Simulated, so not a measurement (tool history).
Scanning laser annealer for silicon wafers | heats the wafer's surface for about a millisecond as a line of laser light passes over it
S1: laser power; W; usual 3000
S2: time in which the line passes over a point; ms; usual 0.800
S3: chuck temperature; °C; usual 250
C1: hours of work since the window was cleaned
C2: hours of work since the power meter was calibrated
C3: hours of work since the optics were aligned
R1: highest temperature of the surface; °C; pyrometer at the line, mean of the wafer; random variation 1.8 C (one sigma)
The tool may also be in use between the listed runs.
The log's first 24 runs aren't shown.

{"run": 25, "hour": 402.1, "S1": 2551, "S2": 0.563, "S3": 217, "C1": 352, "C2": 402, "C3": 490, "R1": 723}
{"run": 26, "hour": 424.2, "S1": 3000, "S2": 0.712, "S3": 250, "C1": 362, "C2": 412, "C3": 500, "R1": 932}
{"run": 27, "hour": 438.2, "S1": 3000, "S2": 0.778, "S3": 277, "C1": 369, "C2": 419, "C3": 507, "R1": 992}
{"run": 28, "hour": 453.4, "S1": 3000, "S2": 0.778, "S3": 277, "C1": 376, "C2": 426, "C3": 514, "R1": 993}
{"run": 29, "hour": 465.3, "S1": 2977, "S2": 0.778, "S3": 287, "C1": 382, "C2": 432, "C3": 520, "R1": 997}
{"run": 30, "hour": 486.9, "S1": 2977, "S2": 0.778, "S3": 287, "C1": 392, "C2": 442, "C3": 530, "R1": 996}
{"run": 31, "hour": 505.6, "S1": 2977, "S2": 0.778, "S3": 287, "C1": 400, "C2": 450, "C3": 539, "R1": 995}
{"run": 32, "hour": 519.9, "S1": 3027, "S2": 0.57, "S3": 224, "C1": 407, "C2": 457, "C3": 545, "R1": 831}
{"run": 33, "hour": 538.7, "S1": 3000, "S2": 0.958, "S3": 254, "C1": 416, "C2": 466, "C3": 554, "R1": 1057}
{"run": 34, "hour": 555.9, "S1": 3122, "S2": 0.686, "S3": 261, "C1": 424, "C2": 474, "C3": 562, "R1": 955}
{"run": 35, "hour": 565.9, "S1": 3122, "S2": 0.686, "S3": 261, "C1": 429, "C2": 479, "C3": 567, "R1": 950}
{"run": 36, "hour": 575.5, "S1": 3145, "S2": 0.938, "S3": 250, "C1": 433, "C2": 483, "C3": 572, "R1": 1083}
{"run": 37, "hour": 592.9, "S1": 3256, "S2": 0.918, "S3": 254, "C1": 442, "C2": 491, "C3": 580, "R1": 1106}
{"run": 38, "hour": 602.8, "S1": 3256, "S2": 0.86, "S3": 251, "C1": 446, "C2": 496, "C3": 584, "R1": 1071}
{"run": 39, "hour": 621.2, "S1": 2842, "S2": 0.86, "S3": 276, "C1": 455, "C2": 505, "C3": 593, "R1": 996}
{"run": 40, "hour": 631.9, "S1": 3186, "S2": 0.985, "S3": 235, "C1": 460, "C2": 510, "C3": 598, "R1": 1102}
{"run": 41, "hour": 650.2, "S1": 3186, "S2": 0.995, "S3": 252, "C1": 468, "C2": 518, "C3": 607, "R1": 1128}
{"run": 42, "hour": 670.0, "S1": 2721, "S2": 0.609, "S3": 267, "C1": 478, "C2": 528, "C3": 616, "R1": 831}

Forecast each of these 3 alternatives for the next run:
{"hour": 681.2, "done": "window over the wafer cleaned"}
{"run": "A", "hour": 682.6, "S1": 3000, "S2": 0.846, "S3": 282, "C1": 1, "C2": 533, "C3": 621, "R1": "?"}
{"hour": 681.2, "done": "window over the wafer cleaned"}
{"run": "B", "hour": 682.6, "S1": 2721, "S2": 0.577, "S3": 267, "C1": 1, "C2": 533, "C3": 621, "R1": "?"}
{"hour": 681.2, "done": "window over the wafer cleaned"}
{"run": "C", "hour": 682.6, "S1": 3262, "S2": 0.8, "S3": 222, "C1": 1, "C2": 533, "C3": 621, "R1": "?"}

run=A R1=1037
run=B R1=815
run=C R1=1011
Without the tool's hidden state the same runs would have given:
run=A R1=1037
run=B R1=815
run=C R1=1011
